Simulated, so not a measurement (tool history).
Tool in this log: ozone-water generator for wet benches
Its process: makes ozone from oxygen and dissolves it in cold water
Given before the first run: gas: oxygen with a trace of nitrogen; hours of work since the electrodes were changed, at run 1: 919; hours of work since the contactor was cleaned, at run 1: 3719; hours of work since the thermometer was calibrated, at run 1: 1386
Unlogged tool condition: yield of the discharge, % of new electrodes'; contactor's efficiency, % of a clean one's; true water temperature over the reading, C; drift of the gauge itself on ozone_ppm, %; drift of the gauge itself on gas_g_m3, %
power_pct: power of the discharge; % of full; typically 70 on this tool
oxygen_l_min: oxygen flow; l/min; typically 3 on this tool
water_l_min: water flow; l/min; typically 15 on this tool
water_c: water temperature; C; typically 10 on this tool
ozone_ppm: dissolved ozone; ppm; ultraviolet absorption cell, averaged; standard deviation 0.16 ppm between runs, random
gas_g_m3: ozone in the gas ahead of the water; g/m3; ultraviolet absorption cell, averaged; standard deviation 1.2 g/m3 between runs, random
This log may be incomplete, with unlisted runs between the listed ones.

run,day,power_pct,oxygen_l_min,water_l_min,water_c,hours of work since the electrodes were changed,hours of work since the contactor was cleaned,hours of work since the thermometer was calibrated,ozone_ppm,gas_g_m3
1,0,70,3,15,10,919,3719,1386,19.5,217
2,2.554,70,3,15,12,967,3767,1434,18.9,216
3,6.142,70,3,15,12,1035,3834,1501,18.8,215.6
4,11.067,70,3,15,12,1127,3927,1594,18.8,214.6
5,13.762,70,3,15,10,1178,3977,1644,19.1,215.6
6,17.221,70,3,18,10,1243,4043,1709,16,213.6
7,21.746,87,1.5,10,10,1328,4128,1795,30.8,381
# day 22.425: contactor cleaned
8,27.442,46,4.93,12,18,1432,94,1899,14,115.1
9,33.321,41,3.69,10,7,1543,205,2009,17.9,121.3
# day 37.3: contactor cleaned, once more
10,37.7,72,5.05,10,11,1622,8,2088,27.5,161.2
11,40.342,72,5.05,10,11,1671,57,2138,27.2,161.5

Branching from run 11: 4 alternative next runs. What would each branch give?
A,44.642,70,2.71,15,10,1752,138,2219,?,?
B,44.642,72,5.05,10,11,1752,138,2219,?,?
C,44.642,70,4.02,15,10,1752,138,2219,?,?
D,44.642,62,3.21,15,10,1752,138,2219,?,?

run,ozone_ppm,gas_g_m3
A,19.1,224.1
B,27.3,159.9
C,20.4,177.3
D,18.1,184.1
Stripped of hidden state, with their random variation kept, the same runs would have yielded:
run,ozone_ppm,gas_g_m3
A,20,233.1
B,28.6,166.5
C,21.3,184.4
D,18.9,190.7
